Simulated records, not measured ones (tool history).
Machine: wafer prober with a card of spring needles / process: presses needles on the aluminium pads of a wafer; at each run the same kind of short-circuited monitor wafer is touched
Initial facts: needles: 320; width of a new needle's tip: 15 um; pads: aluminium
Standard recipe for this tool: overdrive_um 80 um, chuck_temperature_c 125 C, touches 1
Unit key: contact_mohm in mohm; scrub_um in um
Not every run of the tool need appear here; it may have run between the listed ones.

run	hour	overdrive_um	chuck_temperature_c	touches	contact_mohm	scrub_um
1	0.0	80	125	1	178	17.07
2	10.2	80	125	1	188	17.08
# hour 14.3: tips cleaned on abrasive film
3	18.5	80	125	2	174	17.04
4	28.2	80	125	2	177	17.06
# hour 33.3: tips cleaned on abrasive film
5	37.8	80	125	2	173	17.06
6	42.3	80	125	2	175	17.04
7	50.6	80	125	2	180	17.03
# hour 51.8: tips cleaned on abrasive film
8	61.5	80	26	1	172	17.03
# hour 63.0: height of the first contact set anew
9	66.6	80	26	1	174	17.15
# hour 71.3: tips cleaned on abrasive film
10	76.7	80	26	1	163	17.19
11	87.3	80	80	1	186	17.15
# hour 89.9: tips cleaned on abrasive film
12	92.7	80	80	1	166	17.14
13	103.2	75	55	1	183	16.08
# hour 108.8: tips cleaned on abrasive film
14	111.1	75	61	2	164	16.07
15	116.4	62	38	3	163	13.25
16	125.5	66	38	3	167	14.13
# hour 127.3: tips cleaned on abrasive film
17	135.9	83	125	1	182	17.75
# hour 145.9: tips cleaned on abrasive film
18	145.9	61	28	1	155	13.01
19	153.5	95	29	1	163	20.30
20	159.6	67	79	1	190	14.28

Here are 5 independent what-if runs from the current tool condition. What would each one return?
# hour 164.5: tips cleaned on abrasive film
A	164.5	64	77	2	?	?
# hour 164.5: tips cleaned on abrasive film
B	164.5	80	122	2	?	?
# hour 164.5: tips cleaned on abrasive film
C	164.5	95	79	1	?	?
# hour 164.5: tips cleaned on abrasive film
D	164.5	76	75	1	?	?
# hour 164.5: tips cleaned on abrasive film
E	164.5	81	98	3	?	?

run	contact_mohm	scrub_um
A	162	13.61
B	167	17.06
C	160	20.30
D	162	16.20
E	165	17.29
With the hidden condition removed and each run's random variation left untouched, the same runs would have given:
run	contact_mohm	scrub_um
A	160	13.74
B	165	17.18
C	159	20.42
D	160	16.32
E	164	17.41
